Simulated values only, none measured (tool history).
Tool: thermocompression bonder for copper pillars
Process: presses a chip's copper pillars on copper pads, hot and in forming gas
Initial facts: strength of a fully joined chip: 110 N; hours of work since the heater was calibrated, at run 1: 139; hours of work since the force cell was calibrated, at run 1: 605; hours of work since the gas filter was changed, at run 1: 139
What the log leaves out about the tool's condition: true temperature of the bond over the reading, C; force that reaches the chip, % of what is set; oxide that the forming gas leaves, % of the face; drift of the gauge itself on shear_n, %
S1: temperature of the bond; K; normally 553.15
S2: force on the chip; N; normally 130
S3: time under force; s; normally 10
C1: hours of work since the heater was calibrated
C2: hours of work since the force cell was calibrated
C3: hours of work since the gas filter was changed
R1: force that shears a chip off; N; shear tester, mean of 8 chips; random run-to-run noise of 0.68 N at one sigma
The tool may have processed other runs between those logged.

run 1 hour=0.0 | S1=553.15 S2=130 S3=10 | C1=139 C2=605 C3=139 | R1=41.2
run 2 hour=19.6 | S1=553.15 S2=130 S3=10 | C1=155 C2=621 C3=155 | R1=41.7
run 3 hour=41.2 | S1=553.15 S2=130 S3=10 | C1=172 C2=638 C3=172 | R1=40.1
run 4 hour=84.7 | S1=567.15 S2=130 S3=10 | C1=207 C2=673 C3=207 | R1=46.9
run 5 hour=111.0 | S1=567.15 S2=130 S3=10 | C1=228 C2=694 C3=228 | R1=46.4
-- hour=133.6 forming gas filter changed
run 6 hour=141.1 | S1=553.15 S2=130 S3=11 | C1=252 C2=718 C3=6 | R1=44.1
run 7 hour=174.4 | S1=553.15 S2=181 S3=10 | C1=278 C2=744 C3=33 | R1=57.1
run 8 hour=197.7 | S1=553.15 S2=181 S3=10 | C1=297 C2=763 C3=51 | R1=55.7
run 9 hour=232.0 | S1=582.15 S2=181 S3=10 | C1=324 C2=790 C3=78 | R1=77.6
run 10 hour=271.9 | S1=553.15 S2=79 S3=10 | C1=356 C2=822 C3=110 | R1=22.0
run 11 hour=291.3 | S1=553.15 S2=79 S3=10 | C1=371 C2=837 C3=126 | R1=21.8
run 12 hour=329.1 | S1=553.15 S2=130 S3=10 | C1=402 C2=867 C3=156 | R1=37.9
run 13 hour=350.6 | S1=546.15 S2=130 S3=10 | C1=419 C2=885 C3=173 | R1=33.0
-- hour=354.8 force cell calibrated
run 14 hour=392.1 | S1=553.15 S2=130 S3=10 | C1=451 C2=30 C3=205 | R1=39.6
run 15 hour=419.3 | S1=553.15 S2=130 S3=10 | C1=472 C2=51 C3=227 | R1=39.6
-- hour=446.6 forming gas filter changed
run 16 hour=447.4 | S1=550.15 S2=130 S3=10 | C1=494 C2=73 C3=1 | R1=41.5
run 17 hour=487.1 | S1=550.15 S2=130 S3=10 | C1=526 C2=105 C3=32 | R1=40.0
run 18 hour=509.7 | S1=550.15 S2=130 S3=10 | C1=544 C2=123 C3=50 | R1=39.5
run 19 hour=539.6 | S1=553.15 S2=130 S3=20 | C1=568 C2=147 C3=74 | R1=53.0
run 20 hour=563.2 | S1=553.15 S2=130 S3=19 | C1=587 C2=166 C3=93 | R1=51.2
run 21 hour=593.5 | S1=553.15 S2=130 S3=19 | C1=611 C2=190 C3=117 | R1=51.0
run 22 hour=623.5 | S1=573.15 S2=118 S3=19 | C1=635 C2=214 C3=141 | R1=58.5
run 23 hour=665.1 | S1=573.15 S2=118 S3=19 | C1=668 C2=247 C3=174 | R1=57.4
run 24 hour=704.3 | S1=573.15 S2=191 S3=19 | C1=699 C2=278 C3=206 | R1=78.4
run 25 hour=727.8 | S1=533.15 S2=191 S3=19 | C1=718 C2=297 C3=224 | R1=49.0
run 26 hour=749.3 | S1=529.15 S2=79 S3=8 | C1=735 C2=314 C3=241 | R1=11.6
-- hour=756.2 forming gas filter changed
run 27 hour=768.9 | S1=540.15 S2=132 S3=9 | C1=750 C2=329 C3=10 | R1=30.2
run 28 hour=790.4 | S1=582.15 S2=130 S3=10 | C1=767 C2=347 C3=27 | R1=60.6
run 29 hour=831.0 | S1=551.15 S2=101 S3=8 | C1=800 C2=379 C3=60 | R1=25.8
run 30 hour=850.0 | S1=581.15 S2=128 S3=30 | C1=815 C2=394 C3=75 | R1=79.4
run 31 hour=873.7 | S1=575.15 S2=170 S3=29 | C1=834 C2=413 C3=94 | R1=85.8
run 32 hour=894.4 | S1=564.15 S2=179 S3=6 | C1=850 C2=430 C3=110 | R1=52.7
run 33 hour=920.7 | S1=530.15 S2=92 S3=6 | C1=871 C2=451 C3=131 | R1=12.4
run 34 hour=942.8 | S1=530.15 S2=92 S3=6 | C1=889 C2=468 C3=149 | R1=11.8
run 35 hour=960.5 | S1=530.15 S2=92 S3=6 | C1=903 C2=482 C3=163 | R1=12.6
run 36 hour=988.5 | S1=552.15 S2=92 S3=5 | C1=925 C2=505 C3=185 | R1=17.7
run 37 hour=1008.7 | S1=575.15 S2=119 S3=11 | C1=942 C2=521 C3=201 | R1=46.5
run 38 hour=1043.1 | S1=575.15 S2=119 S3=11 | C1=969 C2=548 C3=229 | R1=46.1
-- hour=1065.1 forming gas filter changed
run 39 hour=1080.0 | S1=554.15 S2=119 S3=24 | C1=998 C2=577 C3=12 | R1=49.9

Alternative continuations, all from the tool just after run 39; predict every row:
run A hour=1113.1 | S1=553.15 S2=148 S3=16 | C1=1025 C2=604 C3=38 | R1=?
run B hour=1113.1 | S1=554.15 S2=119 S3=24 | C1=1025 C2=604 C3=38 | R1=?
run C hour=1113.1 | S1=525.15 S2=130 S3=10 | C1=1025 C2=604 C3=38 | R1=?
run D hour=1113.1 | S1=554.15 S2=119 S3=8 | C1=1025 C2=604 C3=38 | R1=?

run=A R1=51.5
run=B R1=48.2
run=C R1=20.6
run=D R1=30.6
With no hidden state in the tool, these same runs would have given:
run=A R1=63.8
run=B R1=60.1
run=C R1=27.8
run=D R1=39.4

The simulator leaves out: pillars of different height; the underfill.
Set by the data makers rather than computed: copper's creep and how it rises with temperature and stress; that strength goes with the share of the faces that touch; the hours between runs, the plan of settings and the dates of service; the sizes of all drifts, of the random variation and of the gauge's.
